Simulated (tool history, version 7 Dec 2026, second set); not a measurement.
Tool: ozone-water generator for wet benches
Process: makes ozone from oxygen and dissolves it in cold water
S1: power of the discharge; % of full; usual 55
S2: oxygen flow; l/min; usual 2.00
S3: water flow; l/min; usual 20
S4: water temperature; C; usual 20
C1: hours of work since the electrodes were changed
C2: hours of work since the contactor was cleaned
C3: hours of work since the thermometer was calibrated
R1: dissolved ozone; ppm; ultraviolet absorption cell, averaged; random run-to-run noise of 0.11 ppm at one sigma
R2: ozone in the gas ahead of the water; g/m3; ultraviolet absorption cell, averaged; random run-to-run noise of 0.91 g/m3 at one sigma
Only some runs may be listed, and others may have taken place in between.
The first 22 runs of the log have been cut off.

Run 23, day 79.162: usual settings but S1 45 % of full, S2 2.02 l/min, S3 24 l/min, S4 15 C; C1 2964; C2 5672; C3 2498. Result: R1 5.5 ppm, R2 127.6 g/m3.
Run 24, day 81.712: usual settings but S1 67 % of full; C1 3008; C2 5716; C3 2542. Result: R1 8.5 ppm, R2 165.9 g/m3.
Run 25, day 83.958: usual settings but S1 67 % of full; C1 3047; C2 5755; C3 2581. Result: R1 8.4 ppm, R2 169.3 g/m3.
Run 26, day 89.029: usual settings but S1 98 % of full, S4 18 C; C1 3135; C2 5843; C3 2669. Result: R1 11.2 ppm, R2 213.9 g/m3.
Run 27, day 92.942: usual settings but S2 1.25 l/min, S3 14 l/min; C1 3202; C2 5910; C3 2736. Result: R1 9.2 ppm, R2 179.8 g/m3.
Run 28, day 96.588: usual settings but S2 1.25 l/min, S3 14 l/min; C1 3265; C2 5974; C3 2799. Result: R1 9.5 ppm, R2 180.3 g/m3.
Run 29, day 99.904: usual settings but S2 1.25 l/min, S3 14 l/min; C1 3323; C2 6031; C3 2857. Result: R1 9.3 ppm, R2 180.8 g/m3.
Run 30, day 103.821: usual settings but S1 64 % of full, S2 2.31 l/min, S3 19 l/min, S4 13 C; C1 3391; C2 6099; C3 2925. Result: R1 9.7 ppm, R2 150.7 g/m3.
Run 31, day 107.054: usual settings but S1 64 % of full, S2 2.31 l/min, S3 19 l/min, S4 13 C; C1 3447; C2 6155; C3 2981. Result: R1 9.7 ppm, R2 151.3 g/m3.
Run 32, day 111.221: usual settings but S1 76 % of full, S2 2.86 l/min, S3 15 l/min, S4 15 C; C1 3519; C2 6227; C3 3053. Result: R1 14.0 ppm, R2 151.6 g/m3.

What if the next run were any one of these 5? Each begins from the tool's condition after run 32:
Run A, day 114.154: usual settings but S1 76 % of full, S2 2.86 l/min, S3 27 l/min, S4 18 C; C1 3569; C2 6278; C3 3103. Result: R1 ?, R2 ?.
Run B, day 114.154: usual settings but S2 2.54 l/min; C1 3569; C2 6278; C3 3103. Result: R1 ?, R2 ?.
Run C, day 114.154: usual settings but S2 1.37 l/min, S3 25 l/min; C1 3569; C2 6278; C3 3103. Result: R1 ?, R2 ?.
Run D, day 114.154: usual settings but S2 1.94 l/min, S3 13 l/min; C1 3569; C2 6278; C3 3103. Result: R1 ?, R2 ?.
Run E, day 114.154: usual settings but S2 1.43 l/min, S3 24 l/min; C1 3569; C2 6278; C3 3103. Result: R1 ?, R2 ?.

run    R1     R2
  A   7.6  152.1
  B   8.0  129.2
  C   5.0  172.6
  D  11.2  148.3
  E   5.5  169.6
Stripped of hidden state, with their random variation kept, the same runs would have yielded:
run    R1     R2
  A   8.5  162.2
  B   8.8  136.0
  C   5.6  181.5
  D  12.3  156.0
  E   6.0  178.4
